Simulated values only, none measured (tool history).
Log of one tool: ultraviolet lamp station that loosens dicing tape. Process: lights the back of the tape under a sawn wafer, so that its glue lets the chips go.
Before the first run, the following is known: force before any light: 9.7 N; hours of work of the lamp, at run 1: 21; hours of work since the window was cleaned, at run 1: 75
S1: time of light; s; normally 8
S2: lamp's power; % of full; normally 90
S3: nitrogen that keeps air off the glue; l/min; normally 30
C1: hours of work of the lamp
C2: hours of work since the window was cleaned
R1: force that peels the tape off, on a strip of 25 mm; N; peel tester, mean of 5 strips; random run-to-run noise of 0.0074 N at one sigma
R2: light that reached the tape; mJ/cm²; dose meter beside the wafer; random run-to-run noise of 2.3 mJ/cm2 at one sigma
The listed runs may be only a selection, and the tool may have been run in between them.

run 1 hour=0 | S1=8 S2=90 S3=30 | C1=21 C2=75 | R1=0.276 R2=244
run 2 hour=56.2 | S1=8 S2=90 S3=30 | C1=66 C2=119 | R1=0.277 R2=237
run 3 hour=103 | S1=8 S2=66 S3=30 | C1=103 C2=157 | R1=0.469 R2=177
run 4 hour=155.3 | S1=8 S2=90 S3=49 | C1=145 C2=198 | R1=0.237 R2=241
-- hour=179.6 window cleaned of glue's vapour
run 5 hour=186.7 | S1=8 S2=90 S3=30 | C1=169 C2=6 | R1=0.271 R2=240
run 6 hour=243.8 | S1=8 S2=90 S3=30 | C1=215 C2=51 | R1=0.265 R2=242
run 7 hour=271.5 | S1=8 S2=90 S3=30 | C1=237 C2=73 | R1=0.276 R2=242
run 8 hour=329.9 | S1=8 S2=90 S3=30 | C1=283 C2=120 | R1=0.266 R2=239
run 9 hour=358.2 | S1=8 S2=90 S3=30 | C1=306 C2=142 | R1=0.255 R2=237
run 10 hour=390.9 | S1=8 S2=74 S3=30 | C1=332 C2=168 | R1=0.378 R2=195
run 11 hour=428.2 | S1=8 S2=74 S3=30 | C1=361 C2=198 | R1=0.366 R2=196
-- hour=456 window cleaned of glue's vapour
run 12 hour=476.5 | S1=8 S2=74 S3=30 | C1=399 C2=16 | R1=0.37 R2=196
run 13 hour=522.9 | S1=7 S2=72 S3=23 | C1=436 C2=53 | R1=0.634 R2=169
run 14 hour=558 | S1=8 S2=89 S3=45 | C1=464 C2=81 | R1=0.232 R2=237
run 15 hour=603.8 | S1=15 S2=95 S3=10 | C1=500 C2=117 | R1=0.211 R2=477
run 16 hour=658 | S1=8 S2=90 S3=30 | C1=544 C2=161 | R1=0.279 R2=243
run 17 hour=712.4 | S1=8 S2=80 S3=21 | C1=587 C2=204 | R1=0.395 R2=213
-- hour=729.2 window cleaned of glue's vapour
run 18 hour=740.1 | S1=11 S2=73 S3=20 | C1=608 C2=9 | R1=0.269 R2=267
run 19 hour=765.7 | S1=11 S2=73 S3=20 | C1=629 C2=29 | R1=0.293 R2=269
run 20 hour=816.6 | S1=11 S2=73 S3=20 | C1=669 C2=70 | R1=0.291 R2=266
run 21 hour=862.1 | S1=4 S2=79 S3=23 | C1=705 C2=106 | R1=1.532 R2=106

Consider 3 possible next runs. They are alternatives, not a sequence: every one starts from the tool as it was left by run 21. What does each give?
run A hour=896.3 | S1=9 S2=66 S3=37 | C1=733 C2=133 | R1=? R2=?
run B hour=896.3 | S1=4 S2=79 S3=17 | C1=733 C2=133 | R1=? R2=?
run C hour=896.3 | S1=8 S2=90 S3=30 | C1=733 C2=133 | R1=? R2=?

run=A R1=0.328 R2=198
run=B R1=1.774 R2=103
run=C R1=0.268 R2=242
Without the tool's hidden state the same runs would have given:
run=A R1=0.326 R2=199
run=B R1=1.762 R2=103
run=C R1=0.266 R2=243

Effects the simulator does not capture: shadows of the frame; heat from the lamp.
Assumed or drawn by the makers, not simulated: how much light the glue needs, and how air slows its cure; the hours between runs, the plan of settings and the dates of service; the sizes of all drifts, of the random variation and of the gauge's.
